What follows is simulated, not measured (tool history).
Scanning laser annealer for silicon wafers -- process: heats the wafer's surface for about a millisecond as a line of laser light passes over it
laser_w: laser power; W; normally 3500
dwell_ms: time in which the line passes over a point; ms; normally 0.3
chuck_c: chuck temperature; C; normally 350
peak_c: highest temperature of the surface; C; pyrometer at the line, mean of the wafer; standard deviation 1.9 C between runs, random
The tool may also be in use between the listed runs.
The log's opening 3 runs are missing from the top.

Run 4, day 8.362: usual settings. Result: peak_c 1065 C.
Run 5, day 11.854: usual settings but chuck_c 317 C. Result: peak_c 1029 C.
At day 13.121: window over the wafer cleaned.
Run 6, day 15.771: usual settings but chuck_c 317 C. Result: peak_c 1051 C.
Run 7, day 18.908: usual settings but chuck_c 317 C. Result: peak_c 1044 C.
Run 8, day 20.792: usual settings but chuck_c 317 C. Result: peak_c 1049 C.
Run 9, day 22.6: usual settings. Result: peak_c 1075 C.
Run 10, day 25.638: usual settings. Result: peak_c 1074 C.
Run 11, day 28.038: usual settings. Result: peak_c 1073 C.
Run 12, day 31.242: usual settings. Result: peak_c 1069 C.
Run 13, day 34.533: usual settings. Result: peak_c 1069 C.
Run 14, day 36.492: usual settings. Result: peak_c 1068 C.
Run 15, day 40.008: usual settings. Result: peak_c 1067 C.
Run 16, day 41.788: usual settings. Result: peak_c 1068 C.
Run 17, day 45.142: usual settings but dwell_ms 0.37 ms. Result: peak_c 1126 C.
Run 18, day 48.754: usual settings but dwell_ms 0.37 ms. Result: peak_c 1125 C.
Run 19, day 50.812: usual settings but laser_w 3578 W, dwell_ms 0.244 ms, chuck_c 352 C. Result: peak_c 1020 C.
At day 51.379: optics aligned, line set to its width.
Run 20, day 55.275: usual settings but dwell_ms 0.339 ms. Result: peak_c 1115 C.
Run 21, day 57.029: usual settings but laser_w 3307 W, dwell_ms 0.329 ms. Result: peak_c 1054 C.
Run 22, day 58.796: usual settings but laser_w 3307 W, dwell_ms 0.377 ms. Result: peak_c 1098 C.
Run 23, day 60.867: usual settings but dwell_ms 0.249 ms, chuck_c 388 C. Result: peak_c 1060 C.
Run 24, day 62.871: usual settings but laser_w 3064 W, dwell_ms 0.378 ms, chuck_c 376 C. Result: peak_c 1054 C.
Run 25, day 66.046: usual settings but dwell_ms 0.356 ms, chuck_c 335 C. Result: peak_c 1112 C.
Run 26, day 70.2: usual settings but laser_w 3602 W, dwell_ms 0.275 ms, chuck_c 311 C. Result: peak_c 1030 C.
Run 27, day 74.088: usual settings but laser_w 3602 W, dwell_ms 0.276 ms, chuck_c 311 C. Result: peak_c 1028 C.
Run 28, day 76.692: usual settings but laser_w 3602 W, dwell_ms 0.285 ms, chuck_c 354 C. Result: peak_c 1078 C.

For run 29, what comes out?
Run 29, day 80.571: usual settings but laser_w 2987 W, dwell_ms 0.272 ms, chuck_c 318 C. Result: peak_c ?.

Run 29 measured peak_c 880 C.
Without the tool's hidden state the same run would have given peak_c 911 C.
